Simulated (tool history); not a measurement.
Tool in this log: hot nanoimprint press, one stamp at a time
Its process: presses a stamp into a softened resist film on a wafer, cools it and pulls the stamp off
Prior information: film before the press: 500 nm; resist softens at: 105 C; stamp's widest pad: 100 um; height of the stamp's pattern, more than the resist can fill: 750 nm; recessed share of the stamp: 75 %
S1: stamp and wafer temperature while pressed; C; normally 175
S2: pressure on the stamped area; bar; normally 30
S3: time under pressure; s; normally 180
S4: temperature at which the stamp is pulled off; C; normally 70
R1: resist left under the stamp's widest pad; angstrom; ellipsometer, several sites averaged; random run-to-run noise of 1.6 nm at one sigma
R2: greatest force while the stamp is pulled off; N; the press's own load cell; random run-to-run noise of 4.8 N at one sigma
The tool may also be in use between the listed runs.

run   hour   S1    S2   S3  S4    R1   R2
  1      0  175    30  180  70  2218  336
  2    8.9  172    30  180  70  2546  337
  3   14.3  172    30  294  70  2132  334
  4   21.2  172    30  294  70  2107  340
  5   27.5  172    30  294  70  2108  342
  6   32.7  175    30  180  70  2191  335
  7   41.7  175    30  180  70  2206  347
  8   46.8  175    30  180  70  2181  346
      53.5  -- plate thermocouple calibrated
  9   58.7  175    30  180  70  2137  338
 10   67.8  175    30  180  70  2103  356
 11   72.8  175    30  180  70  2092  338
      83.7  -- plate thermocouple calibrated, once more
 12   85.4  175    30  265  70  2134  359
 13   92.4  175    30  265  70  2115  345
 14  101.4  175    30  265  70  2121  349
 15  106.8  175    30  114  73  2873  359
 16  113.1  176  38.4   94  75  2682  340
 17  119.1  172    30  180  70  2817  356
 18  126.3  164    30  121  72  4210  364

Branching from run 18: 4 alternative next runs. What would each branch give?
  A   133  170  30  230  73   ?   ?
  B   133  175  30  245  59   ?   ?
  C   133  175  37  224  62   ?   ?
  D   133  163  44  217  70   ?   ?

run    R1   R2
  A  2869  359
  B  2186  406
  C  2031  408
  D  3556  360
Take away the tool's hidden state, keep each run's random variation, and the runs would have read:
run    R1   R2
  A  2877  232
  B  2192  262
  C  2035  263
  D  3562  233
